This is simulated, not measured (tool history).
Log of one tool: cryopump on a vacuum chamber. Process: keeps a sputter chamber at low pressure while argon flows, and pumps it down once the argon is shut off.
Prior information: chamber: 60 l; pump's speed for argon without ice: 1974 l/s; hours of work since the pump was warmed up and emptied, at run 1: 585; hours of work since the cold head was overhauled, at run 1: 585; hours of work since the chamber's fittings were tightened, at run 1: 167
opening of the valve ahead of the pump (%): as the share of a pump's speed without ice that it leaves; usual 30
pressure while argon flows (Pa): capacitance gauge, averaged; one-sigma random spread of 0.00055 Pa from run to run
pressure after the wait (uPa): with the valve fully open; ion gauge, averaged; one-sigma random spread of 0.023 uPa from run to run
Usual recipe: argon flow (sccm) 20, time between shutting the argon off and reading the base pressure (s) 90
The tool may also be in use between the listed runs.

run,hour,argon flow (sccm),time between shutting the argon off and reading the base pressure (s),opening of the valve ahead of the pump (%),hours of work since the pump was warmed up and emptied,hours of work since the cold head was overhauled,hours of work since the chamber's fittings were tightened,pressure while argon flows (Pa),pressure after the wait (uPa)
1,0.0,20,90,30,585,585,167,0.0586,0.90
2,61.4,30,90,30,627,627,209,0.0892,0.89
3,161.4,39,90,30,696,696,278,0.1169,0.88
4,222.6,39,90,30,738,738,320,0.1184,0.98
5,308.2,39,90,30,797,797,379,0.1181,0.95
6,403.4,39,90,30,863,863,445,0.1188,1.04
7,485.0,28,242,18,919,919,501,0.1385,0.57
8,568.6,18,242,56,977,977,559,0.0321,0.58
9,622.7,20,29,30,1014,1014,596,0.0623,2.43
# hour 710.6: pump warmed up, emptied and cooled again
10,736.8,20,29,30,18,1090,672,0.0570,2.34
11,783.9,14,38,55,51,1122,704,0.0219,1.88

Predict each of these 3 candidate next runs independently; none follows another, all start after run 11:
A,891.0,14,38,30,124,1196,778,?,?
B,891.0,27,53,55,124,1196,778,?,?
C,891.0,15,90,30,124,1196,778,?,?

run,pressure while argon flows (Pa),pressure after the wait (uPa)
A,0.0403,1.91
B,0.0429,1.46
C,0.0444,0.99
The same runs, with their run-to-run variation unchanged, on a tool lacking any hidden condition would have given:
run,pressure while argon flows (Pa),pressure after the wait (uPa)
A,0.0398,1.74
B,0.0419,1.29
C,0.0439,0.82
